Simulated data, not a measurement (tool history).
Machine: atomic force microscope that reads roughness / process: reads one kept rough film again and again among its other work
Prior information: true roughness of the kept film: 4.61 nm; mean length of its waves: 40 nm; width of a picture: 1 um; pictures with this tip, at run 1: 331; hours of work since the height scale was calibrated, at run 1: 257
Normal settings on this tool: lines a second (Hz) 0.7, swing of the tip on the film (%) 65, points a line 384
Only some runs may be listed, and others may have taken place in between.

run     day  lines a second (Hz)  swing of the tip on the film (%)  points a line  pictures with this tip  hours of work since the height scale was calibrated  roughness of the kept film (nm (root mean square))
  1       0                  0.7                                65            384                     331                                                  257                                               3.598
      0.254  -- new tip fitted
  2   0.671                  0.7                                65            384                      26                                                  269                                               4.131
  3   1.175                  0.7                                65            384                      57                                                  278                                               4.113
  4    1.55                  0.7                                65            384                      80                                                  285                                               4.036
  5   1.988                  0.7                                65            384                     107                                                  293                                               3.986
  6   2.417                  0.7                                65            384                     134                                                  302                                               3.961
  7   2.904                  0.7                                65            384                     164                                                  311                                               3.873
  8   3.188                  0.7                                65            384                     182                                                  316                                               3.836
  9   3.692                  0.7                                65            569                     213                                                  325                                               3.793
 10   4.267                2.924                                65            384                     249                                                  336                                                3.65
 11   4.617                2.924                                65            384                     271                                                  343                                               3.581
 12   4.904                2.924                                65            384                     289                                                  348                                               3.555
      4.975  -- height scale calibrated on a step standard
 13   5.412                0.677                                65            336                     318                                                    8                                               3.622
      5.862  -- new tip fitted
 14   6.054                0.677                                65            336                      12                                                   20                                               4.194
 15   6.471                  0.7                                65            718                      38                                                   28                                               4.188
 16       7                  0.7                                65            718                      71                                                   37                                                4.09
 17     7.6                1.653                                78            384                     108                                                   49                                               3.878
        8.1  -- height scale calibrated on a step standard, once more
 18   8.204                0.701                                57            384                     143                                                    2                                               3.922
 19   8.504                0.701                                57            384                     162                                                    8                                               3.909
 20   9.025                1.037                                71            384                     194                                                   17                                               3.774
 21   9.633                1.741                                89            476                     232                                                   29                                               3.537
 22  10.275                1.741                                79            398                     272                                                   41                                               3.549

Hidden state or all else? Some run-to-run changes of roughness of the kept film (nm (root mean square)), split into what the settings, what came in and random variation would give without the hidden state, and what is left for the hidden state (with any gauge scatter that isn't in both results):
Hidden state at play: radius of the tip, nm; height scale over the true one, %; drift of the gauge itself on roughness_nm, %.
Run 1 -> 2: new tip fitted. roughness of the kept film (nm (root mean square)) +0.533: hidden state +0.57, all else -0.037.
Run 13 -> 14: new tip fitted. roughness of the kept film (nm (root mean square)) +0.572: hidden state +0.595, all else -0.023.

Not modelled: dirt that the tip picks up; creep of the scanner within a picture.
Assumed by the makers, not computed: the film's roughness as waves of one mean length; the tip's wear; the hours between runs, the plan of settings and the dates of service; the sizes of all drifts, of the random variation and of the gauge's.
